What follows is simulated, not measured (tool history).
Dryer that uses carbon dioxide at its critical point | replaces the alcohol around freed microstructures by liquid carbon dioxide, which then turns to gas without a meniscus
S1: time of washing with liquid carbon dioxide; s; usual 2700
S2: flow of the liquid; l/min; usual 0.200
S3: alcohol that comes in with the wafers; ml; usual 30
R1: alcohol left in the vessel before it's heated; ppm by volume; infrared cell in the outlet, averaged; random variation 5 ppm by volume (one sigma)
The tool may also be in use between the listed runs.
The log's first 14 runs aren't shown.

{"run": 15, "day": 3.654, "S1": 2700, "S2": 0.2, "S3": 30, "R1": 44}
{"run": 16, "day": 3.954, "S1": 2700, "S2": 0.2, "S3": 30, "R1": 40}
{"run": 17, "day": 4.317, "S1": 2700, "S2": 0.306, "S3": 30, "R1": 36}
{"run": 18, "day": 4.683, "S1": 3060, "S2": 0.2, "S3": 30, "R1": 47}
{"run": 19, "day": 4.933, "S1": 4140, "S2": 0.2, "S3": 34, "R1": 42}
{"run": 20, "day": 5.246, "S1": 4140, "S2": 0.142, "S3": 34, "R1": 34}
{"run": 21, "day": 5.604, "S1": 4140, "S2": 0.142, "S3": 34, "R1": 43}
{"run": 22, "day": 5.996, "S1": 3780, "S2": 0.15, "S3": 22, "R1": 32}
{"run": 23, "day": 6.388, "S1": 2160, "S2": 0.163, "S3": 22, "R1": 178}
{"run": 24, "day": 6.621, "S1": 2160, "S2": 0.298, "S3": 22, "R1": 44}
{"run": 25, "day": 6.921, "S1": 2700, "S2": 0.2, "S3": 30, "R1": 55}
{"run": 26, "day": 7.304, "S1": 2700, "S2": 0.208, "S3": 47, "R1": 56}
{"run": 27, "day": 7.538, "S1": 3180, "S2": 0.155, "S3": 30, "R1": 62}
{"run": 28, "day": 7.733, "S1": 3180, "S2": 0.155, "S3": 30, "R1": 69}
{"run": 29, "day": 8.092, "S1": 4140, "S2": 0.125, "S3": 30, "R1": 62}
{"run": 30, "day": 8.438, "S1": 4140, "S2": 0.125, "S3": 30, "R1": 69}

Run 31 comes next. What will it give?
{"run": 31, "day": 8.833, "S1": 2820, "S2": 0.303, "S3": 84, "R1": "?"}

R1: 41 ppm by volume
Without the tool's hidden state the same run would have given R1 2 ppm by volume.
